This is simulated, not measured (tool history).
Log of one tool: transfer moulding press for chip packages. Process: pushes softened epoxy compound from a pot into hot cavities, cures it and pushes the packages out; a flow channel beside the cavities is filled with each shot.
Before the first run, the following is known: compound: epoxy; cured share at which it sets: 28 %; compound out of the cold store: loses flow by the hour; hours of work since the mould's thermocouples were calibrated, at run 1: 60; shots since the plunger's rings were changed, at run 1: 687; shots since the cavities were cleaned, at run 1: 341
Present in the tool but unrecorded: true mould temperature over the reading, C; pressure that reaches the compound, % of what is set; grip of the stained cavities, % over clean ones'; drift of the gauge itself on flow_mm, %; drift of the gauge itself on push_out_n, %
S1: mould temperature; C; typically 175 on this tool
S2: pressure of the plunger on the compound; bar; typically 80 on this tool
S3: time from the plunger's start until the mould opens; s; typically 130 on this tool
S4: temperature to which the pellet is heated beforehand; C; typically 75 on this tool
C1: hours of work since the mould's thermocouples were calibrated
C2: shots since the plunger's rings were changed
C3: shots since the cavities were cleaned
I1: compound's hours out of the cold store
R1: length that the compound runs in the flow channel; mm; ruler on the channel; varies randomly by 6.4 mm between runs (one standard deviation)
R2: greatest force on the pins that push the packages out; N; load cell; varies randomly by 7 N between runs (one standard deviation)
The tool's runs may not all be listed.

| run | day | S1 | S2 | S3 | S4 | C1 | C2 | C3 | I1 | R1 | R2 |
|---|---|---|---|---|---|---|---|---|---|---|---|
| 1 | 0 | 175 | 80 | 130 | 75 | 60 | 687 | 341 | 43.6 | 679 | 451 |
| 2 | 0.392 | 179 | 80 | 130 | 75 | 66 | 781 | 435 | 45.2 | 656 | 463 |
| 3 | 0.7 | 179 | 80 | 130 | 75 | 71 | 854 | 508 | 21.5 | 794 | 481 |
| 4 | 1.108 | 175 | 80 | 130 | 75 | 77 | 952 | 606 | 37.8 | 706 | 535 |
| 5 | 1.379 | 175 | 80 | 130 | 75 | 81 | 1016 | 670 | 47.5 | 658 | 533 |
| 6 | 1.779 | 175 | 80 | 130 | 75 | 88 | 1112 | 766 | 43.2 | 670 | 550 |
| 7 | 2.25 | 175 | 80 | 167 | 75 | 95 | 1224 | 878 | 29.4 | 739 | 516 |
| 8 | 2.571 | 175 | 80 | 167 | 75 | 100 | 1301 | 955 | 34 | 726 | 520 |
| 9 | 3.075 | 183 | 94.5 | 130 | 75 | 108 | 1421 | 1075 | 34.7 | 754 | 546 |
|  | 3.462 | cavities cleaned with cleaning compound and waxed |
| 10 | 3.533 | 169 | 92.4 | 130 | 75 | 114 | 1515 | 16 | 46.1 | 720 | 369 |
| 11 | 4.046 | 173 | 67.7 | 130 | 78 | 122 | 1638 | 139 | 17.2 | 740 | 435 |
| 12 | 4.354 | 173 | 67.7 | 130 | 78 | 127 | 1711 | 212 | 45.4 | 613 | 454 |
| 13 | 4.592 | 173 | 67.7 | 130 | 78 | 131 | 1768 | 269 | 16.5 | 744 | 486 |

Run 14 is up next; what results do you expect?
| 14 | 5.025 | 173 | 67.7 | 130 | 78 | 138 | 1872 | 373 | 43.4 | ? | ? |

{"run 14": {"R1": 610, "R2": 512}}
If the tool had no hidden condition, the same run with the same run-to-run variation would have returned R1 627 mm, R2 298 N.
